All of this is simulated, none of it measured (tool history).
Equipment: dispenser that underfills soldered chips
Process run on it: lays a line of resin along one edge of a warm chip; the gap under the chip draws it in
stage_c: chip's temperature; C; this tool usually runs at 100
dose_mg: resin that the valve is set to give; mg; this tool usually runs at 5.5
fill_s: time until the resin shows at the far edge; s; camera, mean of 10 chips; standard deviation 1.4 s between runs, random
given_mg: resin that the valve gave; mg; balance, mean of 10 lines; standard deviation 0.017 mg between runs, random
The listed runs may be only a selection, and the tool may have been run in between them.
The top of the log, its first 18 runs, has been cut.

| run | day | stage_c | dose_mg | hours of work since the syringe was changed | hours of work since the valve was cleaned | hours of work since the stage was calibrated | fill_s | given_mg |
|---|---|---|---|---|---|---|---|---|
|  | 6.075 | new syringe of resin |
| 19 | 6.367 | 100 | 6.56 | 4 | 46 | 346 | 166 | 6.36 |
|  | 6.746 | new syringe of resin |
| 20 | 6.746 | 100 | 6.56 | 0 | 51 | 351 | 143.5 | 6.35 |
| 21 | 7.008 | 112 | 6.6 | 4 | 55 | 355 | 103.6 | 6.32 |
|  | 7.3 | dispensing valve cleaned and set on the balance |
| 22 | 7.388 | 114 | 5.57 | 9 | 1 | 360 | 117.1 | 5.58 |
|  | 7.458 | new syringe of resin |
| 23 | 7.671 | 86 | 6.81 | 3 | 5 | 364 | 290.4 | 6.79 |
| 24 | 8 | 111 | 6.28 | 8 | 10 | 369 | 126 | 6.25 |
|  | 8.129 | new syringe of resin |
| 25 | 8.412 | 108 | 4.9 | 4 | 16 | 375 | 127 | 4.85 |
|  | 8.817 | new syringe of resin |
| 26 | 8.867 | 100 | 5.19 | 1 | 23 | 382 | 156.4 | 5.11 |
| 27 | 9.142 | 94 | 5.7 | 5 | 27 | 386 | 222.6 | 5.57 |
|  | 9.492 | new syringe of resin |
| 28 | 9.642 | 101 | 7.03 | 2 | 34 | 393 | 152.6 | 6.84 |
| 29 | 10 | 109 | 5.06 | 8 | 40 | 398 | 144.4 | 4.88 |
|  | 10.167 | new syringe of resin |
| 30 | 10.321 | 90 | 4.88 | 2 | 44 | 403 | 245.9 | 4.74 |
| 31 | 10.646 | 86 | 6.01 | 7 | 49 | 408 | 341.8 | 5.78 |
|  | 10.862 | new syringe of resin |
| 32 | 10.9 | 94 | 4.97 | 1 | 53 | 411 | 200.2 | 4.77 |
| 33 | 11.121 | 89 | 7.15 | 4 | 56 | 415 | 257.2 | 6.85 |
|  | 11.367 | dispensing valve cleaned and set on the balance |
| 34 | 11.4 | 97 | 6.95 | 7 | 1 | 418 | 215.2 | 6.95 |
|  | 11.596 | new syringe of resin |
| 35 | 11.625 | 113 | 6.39 | 0 | 4 | 422 | 88.6 | 6.39 |

Consider 3 possible next runs. They are alternatives, not a sequence: every one starts from the tool as it was left by run 35. What does each give?
| A | 11.95 | 86 | 5 | 5 | 9 | 426 | ? | ? |
| B | 11.95 | 93 | 5.34 | 5 | 9 | 426 | ? | ? |
| C | 11.95 | 114 | 5.96 | 5 | 9 | 426 | ? | ? |

| run | fill_s | given_mg |
|---|---|---|
| A | 333.5 | 4.95 |
| B | 241.5 | 5.33 |
| C | 102.1 | 5.9 |
Without the tool's unlogged condition, the same runs would have read:
| run | fill_s | given_mg |
|---|---|---|
| A | 251.7 | 4.98 |
| B | 182.9 | 5.36 |
| C | 78 | 5.94 |

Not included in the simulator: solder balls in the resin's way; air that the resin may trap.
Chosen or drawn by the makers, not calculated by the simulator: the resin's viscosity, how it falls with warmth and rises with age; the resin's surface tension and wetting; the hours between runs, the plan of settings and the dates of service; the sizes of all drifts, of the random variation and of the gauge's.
